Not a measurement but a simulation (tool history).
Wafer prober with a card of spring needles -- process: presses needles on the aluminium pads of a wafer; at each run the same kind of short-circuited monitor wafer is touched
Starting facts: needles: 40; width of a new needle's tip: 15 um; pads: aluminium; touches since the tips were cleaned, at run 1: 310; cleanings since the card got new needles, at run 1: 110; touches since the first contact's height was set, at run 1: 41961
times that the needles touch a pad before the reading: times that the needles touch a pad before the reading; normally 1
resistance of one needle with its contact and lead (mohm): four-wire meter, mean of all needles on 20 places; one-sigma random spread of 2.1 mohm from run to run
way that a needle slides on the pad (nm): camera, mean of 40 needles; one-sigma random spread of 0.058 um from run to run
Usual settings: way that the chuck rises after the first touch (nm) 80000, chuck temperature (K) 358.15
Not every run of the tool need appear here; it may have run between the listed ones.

run,hour,way that the chuck rises after the first touch (nm),chuck temperature (K),times that the needles touch a pad before the reading,touches since the tips were cleaned,cleanings since the card got new needles,touches since the first contact's height was set,resistance of one needle with its contact and lead (mohm),way that a needle slides on the pad (nm)
1,0.0,80000,358.15,1,310,110,41961,239,19780
# hour 4.9: tips cleaned on abrasive film
# hour 9.9: tips cleaned on abrasive film
# hour 14.8: tips cleaned on abrasive film
# hour 20.9: tips cleaned on abrasive film
# hour 25.9: tips cleaned on abrasive film
# hour 32.0: tips cleaned on abrasive film
# hour 38.1: tips cleaned on abrasive film
# hour 44.3: tips cleaned on abrasive film
# hour 49.2: tips cleaned on abrasive film
# hour 54.1: tips cleaned on abrasive film
# hour 59.5: tips cleaned on abrasive film
2,59.5,80000,358.15,1,0,121,67478,230,19460
# hour 65.7: tips cleaned on abrasive film
# hour 70.6: tips cleaned on abrasive film
# hour 75.5: tips cleaned on abrasive film
# hour 81.7: tips cleaned on abrasive film
# hour 87.8: tips cleaned on abrasive film
# hour 93.9: tips cleaned on abrasive film
# hour 100.1: tips cleaned on abrasive film
# hour 106.0: tips cleaned on abrasive film
3,106.0,80000,358.15,1,0,129,87413,231,19470
# hour 110.9: tips cleaned on abrasive film
# hour 115.8: tips cleaned on abrasive film
# hour 120.8: tips cleaned on abrasive film
# hour 125.7: tips cleaned on abrasive film
# hour 130.6: tips cleaned on abrasive film
# hour 135.6: tips cleaned on abrasive film
# hour 140.5: tips cleaned on abrasive film
# hour 145.4: tips cleaned on abrasive film
# hour 150.3: tips cleaned on abrasive film
# hour 155.3: tips cleaned on abrasive film
4,155.3,80000,358.15,1,22,139,108525,234,19370
# hour 160.3: tips cleaned on abrasive film
# hour 165.2: tips cleaned on abrasive film
# hour 171.3: tips cleaned on abrasive film
# hour 176.3: tips cleaned on abrasive film
# hour 181.2: tips cleaned on abrasive film
# hour 186.1: tips cleaned on abrasive film
# hour 192.3: tips cleaned on abrasive film
# hour 197.2: tips cleaned on abrasive film
# hour 202.1: tips cleaned on abrasive film
# hour 207.1: tips cleaned on abrasive film
5,207.7,80000,358.15,2,299,149,130974,236,19340
# hour 212.7: tips cleaned on abrasive film, once more
# hour 217.6: tips cleaned on abrasive film
# hour 223.7: tips cleaned on abrasive film
# hour 228.7: tips cleaned on abrasive film
# hour 233.6: tips cleaned on abrasive film
# hour 239.7: tips cleaned on abrasive film
# hour 244.7: tips cleaned on abrasive film
# hour 249.6: tips cleaned on abrasive film
# hour 254.5: tips cleaned on abrasive film
6,258.0,80000,358.15,2,1503,158,152512,252,19230
# hour 260.5: tips cleaned on abrasive film
# hour 265.4: tips cleaned on abrasive film
# hour 270.3: tips cleaned on abrasive film
# hour 275.3: tips cleaned on abrasive film
# hour 281.4: tips cleaned on abrasive film
# hour 286.3: tips cleaned on abrasive film
# hour 291.3: tips cleaned on abrasive film
# hour 296.2: tips cleaned on abrasive film
7,299.3,80000,358.15,2,1377,166,170233,249,19050

For run 8, what comes out?
# hour 301.9: tips cleaned on abrasive film
# hour 306.8: tips cleaned on abrasive film
# hour 312.9: tips cleaned on abrasive film
# hour 317.8: tips cleaned on abrasive film
# hour 322.8: tips cleaned on abrasive film
# hour 327.7: tips cleaned on abrasive film
# hour 333.8: tips cleaned on abrasive film
# hour 340.0: tips cleaned on abrasive film
# hour 346.1: tips cleaned on abrasive film
# hour 352.3: tips cleaned on abrasive film
8,353.5,95000,314.15,2,528,176,193432,?,?

Run 8 came out at resistance of one needle with its contact and lead (mohm) 222, way that a needle slides on the pad (nm) 22830.
Were there no unlogged condition in the tool, this run, its random variation unchanged, would have produced resistance of one needle with its contact and lead (mohm) 214, way that a needle slides on the pad (nm) 23810.
